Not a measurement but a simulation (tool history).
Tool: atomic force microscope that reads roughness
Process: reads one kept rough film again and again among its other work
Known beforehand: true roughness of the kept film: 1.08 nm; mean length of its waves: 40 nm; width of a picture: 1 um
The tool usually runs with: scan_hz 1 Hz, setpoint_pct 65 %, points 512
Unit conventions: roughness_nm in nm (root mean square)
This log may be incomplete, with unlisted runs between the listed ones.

run,hour,scan_hz,setpoint_pct,points,roughness_nm
1,0,1,65,512,1.011
2,21.1,1,65,849,0.999
3,38.9,1,65,512,0.986
4,58.3,1,65,512,0.976
5,85,1,65,512,0.958
6,101.1,1,65,512,0.943
7,129.6,1,65,464,0.936
# hour 145.9: new tip fitted
8,153.5,1,69,512,0.993
9,180.4,1,69,512,0.981
10,203.1,2.09,65,512,0.935
11,233.4,1,65,512,0.966
12,247.6,1,65,540,0.949
13,269.2,1,65,540,0.939
14,292.5,1,65,540,0.938
# hour 299.8: new tip fitted
15,321.2,0.77,65,540,1.007
16,342.4,1,65,512,0.981
17,364.4,1,65,512,0.972
18,386.7,1,65,512,0.969
19,410.7,1,65,512,0.954
20,438.5,1,65,512,0.943
# hour 454: new tip fitted
21,466.6,1,65,512,0.999
22,488,1,65,512,0.984
23,509.8,1,65,508,0.975
24,524.1,1,65,508,0.974
25,547.2,1.76,78,568,0.868
26,574,1.76,78,568,0.858
27,594.1,1,65,504,0.935
# hour 606.9: new tip fitted
28,624.9,0.96,90,504,0.91
29,645.8,2.12,84,473,0.833
30,670.2,2.12,84,473,0.819
31,687.2,2.12,84,473,0.811
32,709.5,1.32,69,572,0.932
33,738.5,1,65,752,0.949
# hour 761.8: new tip fitted
34,764.2,1,78,606,0.97
35,781.9,1.85,57,336,0.997
36,804.7,1,65,284,0.992
37,820.4,1.86,57,262,0.957
38,841.2,1.86,57,262,0.951
39,868.7,1.86,57,262,0.946
40,893.2,0.7,60,418,0.954
# hour 916.5: new tip fitted
41,921.2,1.54,56,418,1.017
42,949.4,1.53,56,418,0.995
43,977.8,1.53,56,418,0.972
44,1009.2,1.45,62,685,0.958
45,1025.1,1.45,62,685,0.943
46,1040.9,1.45,80,996,0.863
47,1056.7,1.06,90,579,0.845

Run by run, hidden condition taken away, random variation retained:
The tool's hidden condition here consists of: radius of the tip, nm; height scale over the true one, %; drift of the gauge itself on roughness_nm, %.
run,roughness_nm
1,1.012
2,1.013
3,1.01
4,1.012
5,1.008
6,1.002
7,1.01
8,0.994
9,0.998
10,0.964
11,1.013
12,1.004
13,1.005
14,1.016
15,1.018
16,1.003
17,1.007
18,1.016
19,1.013
20,1.016
21,1.004
22,1
23,1.003
24,1.01
25,0.912
26,0.915
27,1.009
28,0.916
29,0.849
30,0.846
31,0.845
32,0.984
33,1.018
34,0.968
35,1.006
36,1.015
37,0.989
38,0.995
39,1.005
40,1.029
41,1.018
42,1.012
43,1.005
44,1.008
45,1.001
46,0.924
47,0.912

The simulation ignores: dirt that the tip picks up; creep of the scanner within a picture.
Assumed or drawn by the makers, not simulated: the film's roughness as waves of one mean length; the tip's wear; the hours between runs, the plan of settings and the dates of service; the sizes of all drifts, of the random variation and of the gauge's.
